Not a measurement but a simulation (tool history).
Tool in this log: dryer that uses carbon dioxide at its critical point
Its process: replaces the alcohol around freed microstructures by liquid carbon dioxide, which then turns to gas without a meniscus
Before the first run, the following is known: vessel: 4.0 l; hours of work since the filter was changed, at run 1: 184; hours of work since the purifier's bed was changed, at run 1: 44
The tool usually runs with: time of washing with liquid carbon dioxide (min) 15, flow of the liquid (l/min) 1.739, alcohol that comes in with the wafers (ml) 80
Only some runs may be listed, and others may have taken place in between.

| run | day | time of washing with liquid carbon dioxide (min) | flow of the liquid (l/min) | alcohol that comes in with the wafers (ml) | hours of work since the filter was changed | hours of work since the purifier's bed was changed | alcohol left in the vessel before it's heated (ppm by volume) |
|---|---|---|---|---|---|---|---|
| 1 | 0 | 15 | 1.739 | 80 | 184 | 44 | 233 |
| 2 | 0.325 | 15 | 1.739 | 80 | 187 | 46 | 232 |
| 3 | 0.696 | 15 | 1.739 | 80 | 190 | 50 | 230 |
| 4 | 1.079 | 15 | 1.739 | 80 | 194 | 53 | 234 |
| 5 | 1.392 | 15 | 1.739 | 80 | 196 | 56 | 243 |
| 6 | 1.808 | 15 | 1.89 | 80 | 200 | 59 | 165 |
| 7 | 2.212 | 15 | 1.89 | 80 | 203 | 63 | 176 |
| 8 | 2.646 | 15 | 1.89 | 80 | 207 | 67 | 182 |
| 9 | 2.95 | 15 | 1.89 | 80 | 210 | 69 | 179 |
| 10 | 3.308 | 15 | 1.739 | 36 | 213 | 73 | 134 |
|  | 3.708 | inlet filter changed |
| 11 | 3.725 | 15 | 1.739 | 119 | 0 | 76 | 175 |
| 12 | 4.021 | 15 | 1.739 | 119 | 3 | 78 | 171 |
| 13 | 4.492 | 15 | 1.739 | 119 | 7 | 83 | 175 |
| 14 | 4.971 | 15 | 1.6 | 41 | 11 | 87 | 101 |
| 15 | 5.408 | 15 | 1.6 | 81 | 15 | 91 | 173 |
| 16 | 5.746 | 17 | 1.22 | 80 | 18 | 94 | 323 |
| 17 | 5.975 | 14 | 2.36 | 24 | 20 | 96 | 48 |
| 18 | 6.442 | 14 | 1.74 | 24 | 24 | 100 | 80 |
| 19 | 6.883 | 14 | 1.74 | 24 | 28 | 103 | 86 |
| 20 | 7.238 | 14 | 1.74 | 24 | 31 | 107 | 76 |
| 21 | 7.612 | 15 | 1.74 | 45 | 34 | 110 | 107 |
| 22 | 7.875 | 17 | 1.28 | 95 | 36 | 112 | 323 |
| 23 | 8.217 | 14 | 1.28 | 95 | 39 | 115 | 662 |

4 options for the next run, each taken on its own from the tool as it stands now. Forecast them:
| A | 8.592 | 17 | 1.28 | 36 | 43 | 118 | ? |
| B | 8.592 | 14 | 1.28 | 90 | 43 | 118 | ? |
| C | 8.592 | 14 | 1.28 | 36 | 43 | 118 | ? |
| D | 8.592 | 14 | 1.23 | 95 | 43 | 118 | ? |

| run | alcohol left in the vessel before it's heated (ppm by volume) |
|---|---|
| A | 153 |
| B | 651 |
| C | 286 |
| D | 785 |
What these runs would have given with no unlogged condition in the tool:
| run | alcohol left in the vessel before it's heated (ppm by volume) |
|---|---|
| A | 101 |
| B | 541 |
| C | 221 |
| D | 661 |

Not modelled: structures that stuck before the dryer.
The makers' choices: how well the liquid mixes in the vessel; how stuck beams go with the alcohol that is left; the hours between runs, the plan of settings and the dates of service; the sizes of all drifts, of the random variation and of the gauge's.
